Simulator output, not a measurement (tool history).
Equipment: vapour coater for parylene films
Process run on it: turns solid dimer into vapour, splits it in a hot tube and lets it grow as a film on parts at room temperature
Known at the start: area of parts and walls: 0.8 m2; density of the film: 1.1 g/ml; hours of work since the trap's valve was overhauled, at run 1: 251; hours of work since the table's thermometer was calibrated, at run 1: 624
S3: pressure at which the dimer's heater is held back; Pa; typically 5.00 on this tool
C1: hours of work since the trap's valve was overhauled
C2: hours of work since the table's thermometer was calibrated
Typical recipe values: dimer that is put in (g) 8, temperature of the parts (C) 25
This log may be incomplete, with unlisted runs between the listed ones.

Run 1, day 0.000: usual settings; C1 251; C2 624. Result: thickness of the film (um) 4.46.
Run 2, day 0.971: usual settings but temperature of the parts (C) 22; C1 268; C2 640. Result: thickness of the film (um) 5.05.
Run 3, day 1.558: usual settings but temperature of the parts (C) 22; C1 278; C2 650. Result: thickness of the film (um) 5.04.
Run 4, day 2.454: usual settings but temperature of the parts (C) 22; C1 293; C2 665. Result: thickness of the film (um) 5.08.
Run 5, day 2.946: usual settings but temperature of the parts (C) 20; C1 302; C2 674. Result: thickness of the film (um) 5.54.
Run 6, day 3.608: usual settings but temperature of the parts (C) 20; C1 313; C2 685. Result: thickness of the film (um) 5.53.
Run 7, day 4.388: usual settings; C1 326; C2 698. Result: thickness of the film (um) 4.42.
Run 8, day 4.854: usual settings; C1 334; C2 706. Result: thickness of the film (um) 4.40.
Run 9, day 5.625: usual settings; C1 347; C2 719. Result: thickness of the film (um) 4.42.
At day 5.850: trap's valve overhauled.
Run 10, day 6.792: usual settings but dimer that is put in (g) 9, temperature of the parts (C) 21, S3 2.47 Pa; C1 16; C2 736. Result: thickness of the film (um) 7.13.
Run 11, day 7.338: usual settings but dimer that is put in (g) 9, temperature of the parts (C) 21, S3 2.47 Pa; C1 25; C2 746. Result: thickness of the film (um) 7.21.
Run 12, day 8.146: usual settings but temperature of the parts (C) 23, S3 4.13 Pa; C1 39; C2 759. Result: thickness of the film (um) 5.28.
Run 13, day 8.896: usual settings but temperature of the parts (C) 23, S3 4.13 Pa; C1 52; C2 772. Result: thickness of the film (um) 5.27.
Run 14, day 9.650: usual settings but temperature of the parts (C) 23, S3 4.13 Pa; C1 65; C2 785. Result: thickness of the film (um) 5.25.
Run 15, day 10.242: usual settings but dimer that is put in (g) 12, S3 3.47 Pa; C1 75; C2 795. Result: thickness of the film (um) 7.46.
Run 16, day 10.871: usual settings but dimer that is put in (g) 12, S3 3.47 Pa; C1 85; C2 806. Result: thickness of the film (um) 7.41.
Run 17, day 11.717: usual settings but dimer that is put in (g) 5, temperature of the parts (C) 30, S3 8.70 Pa; C1 100; C2 820. Result: thickness of the film (um) 2.12.
Run 18, day 12.296: usual settings but temperature of the parts (C) 19, S3 4.03 Pa; C1 110; C2 830. Result: thickness of the film (um) 6.23.

Branching from run 18: 3 alternative next runs. What would each branch give?
Run A, day 13.371: usual settings but dimer that is put in (g) 10, S3 6.21 Pa; C1 128; C2 848. Result: thickness of the film (um) ?.
Run B, day 13.371: usual settings but dimer that is put in (g) 3, S3 5.26 Pa; C1 128; C2 848. Result: thickness of the film (um) ?.
Run C, day 13.371: usual settings but dimer that is put in (g) 10, temperature of the parts (C) 22, S3 3.26 Pa; C1 128; C2 848. Result: thickness of the film (um) ?.

run  thickness of the film (um)
  A                        5.54
  B                        1.71
  C                        7.11
What these runs would have given with no unlogged condition in the tool:
run  thickness of the film (um)
  A                        5.64
  B                        1.74
  C                        7.24

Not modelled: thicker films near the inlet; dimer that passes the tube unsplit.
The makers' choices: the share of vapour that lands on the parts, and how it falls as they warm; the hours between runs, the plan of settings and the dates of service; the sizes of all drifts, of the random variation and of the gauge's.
